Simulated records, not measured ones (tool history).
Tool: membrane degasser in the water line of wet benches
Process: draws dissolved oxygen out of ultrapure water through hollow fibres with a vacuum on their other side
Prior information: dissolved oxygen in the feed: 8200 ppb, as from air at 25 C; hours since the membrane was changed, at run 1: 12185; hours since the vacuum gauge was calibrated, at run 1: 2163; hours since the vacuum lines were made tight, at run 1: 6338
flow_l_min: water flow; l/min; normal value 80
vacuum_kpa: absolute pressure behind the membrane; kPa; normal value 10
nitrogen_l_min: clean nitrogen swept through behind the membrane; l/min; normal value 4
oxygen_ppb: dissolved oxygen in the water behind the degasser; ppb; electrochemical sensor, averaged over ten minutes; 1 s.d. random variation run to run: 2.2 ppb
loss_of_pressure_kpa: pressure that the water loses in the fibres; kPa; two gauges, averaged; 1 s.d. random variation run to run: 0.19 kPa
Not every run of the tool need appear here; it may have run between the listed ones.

| run | hour | flow_l_min | vacuum_kpa | nitrogen_l_min | hours since the membrane was changed | hours since the vacuum gauge was calibrated | hours since the vacuum lines were made tight | oxygen_ppb | loss_of_pressure_kpa |
|---|---|---|---|---|---|---|---|---|---|
| 1 | 0 | 80 | 10 | 4 | 12185 | 2163 | 6338 | 303.2 | 40.94 |
| 2 | 312.4 | 80 | 10 | 4 | 12498 | 2476 | 6650 | 301.9 | 41.28 |
| 3 | 618 | 80 | 19 | 4 | 12803 | 2781 | 6956 | 658.5 | 41.23 |
| 4 | 876.7 | 76 | 19 | 4 | 13062 | 3040 | 7215 | 645 | 38.93 |
| 5 | 1062.1 | 80 | 10 | 4 | 13247 | 3225 | 7400 | 306.2 | 41.51 |
| 6 | 1320.6 | 80 | 10 | 4 | 13506 | 3484 | 7659 | 308.2 | 41.32 |
| 7 | 1612.8 | 80 | 10 | 4 | 13798 | 3776 | 7951 | 307.4 | 41.43 |
| 8 | 1824.6 | 80 | 10 | 6.9 | 14010 | 3988 | 8163 | 192.8 | 41.46 |
|  | 1872 | seals of the vacuum lines changed |
| 9 | 2053.4 | 80 | 10 | 4 | 14237 | 4215 | 181 | 304.9 | 41.32 |
| 10 | 2319.3 | 79 | 10 | 4 | 14502 | 4481 | 447 | 307.3 | 41.01 |
| 11 | 2480.7 | 80 | 10 | 2.49 | 14664 | 4642 | 609 | 451.2 | 42.05 |
| 12 | 2699.6 | 80 | 10 | 2.49 | 14883 | 4861 | 828 | 458.4 | 41.64 |
| 13 | 2894.2 | 80 | 10 | 4.25 | 15077 | 5056 | 1022 | 295.7 | 41.87 |
| 14 | 3170.9 | 80 | 10 | 4 | 15354 | 5332 | 1299 | 308.9 | 42.19 |
| 15 | 3409.2 | 80 | 10 | 4 | 15592 | 5571 | 1537 | 310.9 | 42.16 |
| 16 | 3562.8 | 80 | 10 | 4 | 15746 | 5724 | 1691 | 315.9 | 41.87 |
| 17 | 3793 | 80 | 10 | 4 | 15976 | 5954 | 1921 | 310 | 41.92 |

For run 18, what comes out?
| 18 | 4098.5 | 118 | 10 | 4 | 16282 | 6260 | 2227 | ? | ? |

oxygen_ppb: 447.7 ppb
loss_of_pressure_kpa: 62.46 kPa
Had the tool carried no hidden state, the very same run would have given oxygen_ppb 418.4 ppb, loss_of_pressure_kpa 56.65 kPa.
